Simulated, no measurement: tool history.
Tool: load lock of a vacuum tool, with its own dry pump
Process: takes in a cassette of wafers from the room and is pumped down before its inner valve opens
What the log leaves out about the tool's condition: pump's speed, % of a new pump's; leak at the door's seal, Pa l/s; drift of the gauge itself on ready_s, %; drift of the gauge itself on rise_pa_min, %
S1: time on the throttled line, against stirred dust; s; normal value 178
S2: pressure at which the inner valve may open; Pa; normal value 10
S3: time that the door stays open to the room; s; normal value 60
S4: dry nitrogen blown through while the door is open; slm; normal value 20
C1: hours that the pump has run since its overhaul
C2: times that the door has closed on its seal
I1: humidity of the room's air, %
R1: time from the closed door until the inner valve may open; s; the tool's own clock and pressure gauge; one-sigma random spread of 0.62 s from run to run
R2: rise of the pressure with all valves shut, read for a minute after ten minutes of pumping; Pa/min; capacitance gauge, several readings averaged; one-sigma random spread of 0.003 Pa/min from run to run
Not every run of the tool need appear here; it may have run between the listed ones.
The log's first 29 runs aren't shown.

Run 30, hour 1864.9: usual settings but S1 309 s, S3 79 s, S4 10 slm; C1 3455; C2 16345; I1 42.8. Result: R1 379.1 s, R2 0.022 Pa/min.
Run 31, hour 1936.9: usual settings but S1 117 s, S2 9 Pa; C1 3527; C2 16598; I1 44.8. Result: R1 221.6 s, R2 0.017 Pa/min.
Run 32, hour 2000: usual settings but S2 16 Pa, S4 22 slm; C1 3590; C2 16820; I1 45.7. Result: R1 264.8 s, R2 0.011 Pa/min.
Run 33, hour 2090.5: usual settings but S2 11 Pa, S3 37 s; C1 3681; C2 17139; I1 46.2. Result: R1 269.6 s, R2 0.009 Pa/min.
Run 34, hour 2151.4: usual settings but S1 94 s, S2 12 Pa, S3 26 s, S4 4 slm; C1 3741; C2 17353; I1 44.1. Result: R1 198.6 s, R2 0.017 Pa/min.
Run 35, hour 2219.5: usual settings but S1 94 s, S2 12 Pa, S3 26 s, S4 4 slm; C1 3810; C2 17593; I1 42.9. Result: R1 198.6 s, R2 0.014 Pa/min.
Run 36, hour 2299.6: usual settings but S4 29 slm; C1 3890; C2 17875; I1 47.3. Result: R1 271.2 s, R2 0.01 Pa/min.
Run 37, hour 2357.1: usual settings but S3 151 s; C1 3947; C2 18077; I1 48.6. Result: R1 272.1 s, R2 0.031 Pa/min.
Run 38, hour 2410.2: usual settings but S3 151 s; C1 4000; C2 18264; I1 45.7. Result: R1 272.2 s, R2 0.037 Pa/min.

Below are 3 alternative next runs, each starting from the tool's condition after run 38. Predict each:
Run A, hour 2460.4: usual settings but S3 233 s; C1 4051; C2 18440; I1 43.2. Result: R1 ?, R2 ?.
Run B, hour 2460.4: usual settings but S1 345 s, S2 9 Pa, S3 98 s; C1 4051; C2 18440; I1 43.5. Result: R1 ?, R2 ?.
Run C, hour 2460.4: usual settings but S1 295 s, S2 16 Pa; C1 4051; C2 18440; I1 43.8. Result: R1 ?, R2 ?.

run     R1     R2
  A  271.3  0.039
  B  412.2   0.02
  C  363.1  0.015
The same runs, with their run-to-run variation unchanged, on a tool lacking any hidden condition would have given:
run     R1     R2
  A  271.3  0.039
  B  412.2  0.019
  C  363.1  0.015
